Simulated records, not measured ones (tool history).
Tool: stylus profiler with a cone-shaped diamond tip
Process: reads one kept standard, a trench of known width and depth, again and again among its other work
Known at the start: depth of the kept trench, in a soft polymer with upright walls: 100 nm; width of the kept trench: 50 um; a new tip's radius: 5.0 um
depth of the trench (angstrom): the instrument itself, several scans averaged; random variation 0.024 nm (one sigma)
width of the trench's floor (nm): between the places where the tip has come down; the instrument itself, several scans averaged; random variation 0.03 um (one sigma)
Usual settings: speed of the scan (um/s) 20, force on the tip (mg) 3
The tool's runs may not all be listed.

run	hour	speed of the scan (um/s)	force on the tip (mg)	depth of the trench (angstrom)	width of the trench's floor (nm)
1	0	20	3	1014	47450
2	19.2	20	3	1013.5	47380
3	40.4	18	3	1013.3	47370
4	61.3	7	3	1013.9	47450
5	82.1	7	3	1013.8	47400
6	101.7	7	3	1014.1	47390
7	117.5	7	3	1014	47340
8	128.1	20	1.48	1008.6	47270
9	138.5	20	1.48	1008.5	47180
10	156.4	20	1.48	1008.8	47270
11	171	20	1.48	1008.6	47240
12	185.2	20	1.48	1008.3	47140
13	202.6	25	3.15	1013.8	47190
14	223.5	29	2.9	1013.6	47210
15	242.8	25	3.07	1014.2	47130

4 ways to go on from here, each from the tool as it stands after run 15. What would each give?
A	257.8	70	2.39	?	?
B	257.8	21	4.52	?	?
C	257.8	20	3.55	?	?
D	257.8	6	2.36	?	?

run	depth of the trench (angstrom)	width of the trench's floor (nm)
A	1011.1	46890
B	1017.9	47150
C	1015.3	47150
D	1011.7	47220
Without the tool's hidden state the same runs would have given:
run	depth of the trench (angstrom)	width of the trench's floor (nm)
A	1011.4	47640
B	1018.2	47900
C	1015.7	47890
D	1012.1	47960
